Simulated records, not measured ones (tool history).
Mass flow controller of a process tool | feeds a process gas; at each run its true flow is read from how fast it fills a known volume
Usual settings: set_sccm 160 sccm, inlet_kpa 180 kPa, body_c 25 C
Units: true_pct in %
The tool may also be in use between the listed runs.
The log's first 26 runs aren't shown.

| run | hour | set_sccm | inlet_kpa | body_c | true_pct |
|---|---|---|---|---|---|
| 27 | 3249.9 | 182 | 164 | 29 | 99.71 |
| 28 | 3433.6 | 63 | 198 | 21 | 97.64 |
| 29 | 3569.3 | 63 | 198 | 21 | 97.69 |
| 30 | 3736.9 | 63 | 198 | 21 | 97.64 |
| 31 | 3923.7 | 63 | 198 | 21 | 97.65 |
| 32 | 4027.2 | 148 | 270 | 21 | 99.54 |
| 33 | 4195.7 | 148 | 270 | 21 | 99.57 |
| 34 | 4375.1 | 148 | 270 | 21 | 99.49 |
| 35 | 4468.9 | 154 | 272 | 26 | 99.79 |
| 36 | 4649.1 | 154 | 272 | 26 | 99.9 |
| 37 | 4777.3 | 192 | 209 | 26 | 99.87 |
| 38 | 4864.5 | 148 | 211 | 27 | 99.49 |

3 ways to go on from here, each from the tool as it stands after run 38. What would each give?
| A | 5055.9 | 148 | 154 | 27 | ? |
| B | 5055.9 | 196 | 143 | 27 | ? |
| C | 5055.9 | 76 | 242 | 35 | ? |

| run | true_pct |
|---|---|
| A | 99.17 |
| B | 99.81 |
| C | 98.43 |
Without the tool's hidden state the same runs would have given:
| run | true_pct |
|---|---|
| A | 99.41 |
| B | 99.87 |
| C | 99.42 |

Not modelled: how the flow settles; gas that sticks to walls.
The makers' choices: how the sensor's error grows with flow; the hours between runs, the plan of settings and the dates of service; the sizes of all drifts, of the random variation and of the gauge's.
